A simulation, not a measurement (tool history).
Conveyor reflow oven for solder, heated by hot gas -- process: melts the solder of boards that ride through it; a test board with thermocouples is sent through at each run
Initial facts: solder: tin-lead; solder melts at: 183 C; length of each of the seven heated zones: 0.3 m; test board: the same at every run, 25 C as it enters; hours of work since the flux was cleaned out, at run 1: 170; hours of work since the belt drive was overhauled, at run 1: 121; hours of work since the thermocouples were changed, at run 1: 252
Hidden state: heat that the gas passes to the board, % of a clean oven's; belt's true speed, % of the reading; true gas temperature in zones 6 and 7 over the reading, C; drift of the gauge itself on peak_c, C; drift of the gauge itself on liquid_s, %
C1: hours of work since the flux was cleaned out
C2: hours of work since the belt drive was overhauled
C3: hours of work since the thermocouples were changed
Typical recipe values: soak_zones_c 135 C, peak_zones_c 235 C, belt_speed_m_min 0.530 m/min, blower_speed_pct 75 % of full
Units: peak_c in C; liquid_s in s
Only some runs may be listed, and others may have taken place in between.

Run 1, day 0.000: usual settings; C1 170; C2 121; C3 252. Result: peak_c 222.4 C, liquid_s 54.0 s.
Run 2, day 0.362: usual settings; C1 176; C2 126; C3 257. Result: peak_c 222.4 C, liquid_s 54.0 s.
Run 3, day 0.629: usual settings; C1 179; C2 129; C3 261. Result: peak_c 222.4 C, liquid_s 53.7 s.
Run 4, day 0.942: usual settings; C1 184; C2 134; C3 266. Result: peak_c 222.4 C, liquid_s 53.7 s.
Run 5, day 1.125: usual settings; C1 186; C2 136; C3 268. Result: peak_c 221.9 C, liquid_s 54.0 s.
Run 6, day 1.396: usual settings; C1 190; C2 140; C3 272. Result: peak_c 222.5 C, liquid_s 54.1 s.
Run 7, day 1.642: usual settings; C1 193; C2 144; C3 275. Result: peak_c 222.3 C, liquid_s 53.6 s.
Run 8, day 1.821: usual settings; C1 196; C2 146; C3 278. Result: peak_c 222.1 C, liquid_s 53.9 s.
Run 9, day 2.138: usual settings; C1 200; C2 151; C3 282. Result: peak_c 222.0 C, liquid_s 53.8 s.
Run 10, day 2.446: usual settings but blower_speed_pct 52 % of full; C1 205; C2 155; C3 287. Result: peak_c 217.8 C, liquid_s 50.2 s.
Run 11, day 2.838: usual settings but blower_speed_pct 52 % of full; C1 210; C2 160; C3 292. Result: peak_c 217.3 C, liquid_s 50.0 s.
Run 12, day 3.125: usual settings but blower_speed_pct 52 % of full; C1 214; C2 164; C3 296. Result: peak_c 218.0 C, liquid_s 50.0 s.
Run 13, day 3.346: usual settings but blower_speed_pct 52 % of full; C1 217; C2 167; C3 299. Result: peak_c 217.3 C, liquid_s 50.3 s.
Run 14, day 3.717: usual settings; C1 223; C2 173; C3 304. Result: peak_c 222.1 C, liquid_s 53.7 s.
Run 15, day 3.912: usual settings but blower_speed_pct 70 % of full; C1 225; C2 175; C3 307. Result: peak_c 221.4 C, liquid_s 53.3 s.
Run 16, day 4.192: usual settings but belt_speed_m_min 0.443 m/min; C1 229; C2 179; C3 311. Result: peak_c 226.8 C, liquid_s 68.2 s.
Run 17, day 4.379: usual settings but belt_speed_m_min 0.443 m/min; C1 232; C2 182; C3 314. Result: peak_c 227.3 C, liquid_s 68.5 s.
Run 18, day 4.638: usual settings but soak_zones_c 121 C, peak_zones_c 224 C, belt_speed_m_min 0.472 m/min, blower_speed_pct 70 % of full; C1 235; C2 186; C3 317. Result: peak_c 212.6 C, liquid_s 50.1 s.
Run 19, day 4.938: usual settings but soak_zones_c 136 C, peak_zones_c 228 C; C1 240; C2 190; C3 322. Result: peak_c 215.6 C, liquid_s 50.3 s.
Run 20, day 5.125: usual settings but soak_zones_c 136 C, peak_zones_c 228 C; C1 242; C2 192; C3 324. Result: peak_c 216.4 C, liquid_s 50.4 s.
Run 21, day 5.300: usual settings but soak_zones_c 136 C, peak_zones_c 228 C; C1 245; C2 195; C3 327. Result: peak_c 216.0 C, liquid_s 50.6 s.
Run 22, day 5.579: usual settings but soak_zones_c 136 C, peak_zones_c 228 C; C1 249; C2 199; C3 331. Result: peak_c 215.7 C, liquid_s 50.7 s.

Run 23 has not been measured yet. What should we expect?
Run 23, day 5.967: usual settings but soak_zones_c 136 C, peak_zones_c 228 C, blower_speed_pct 73 % of full; C1 254; C2 204; C3 336. Result: peak_c ?, liquid_s ?.

Run 23 yielded peak_c 215.8 C, liquid_s 49.9 s.
Take away the tool's hidden state, keep the run-to-run variation as it was, and the same run would have given peak_c 216.4 C, liquid_s 50.6 s.
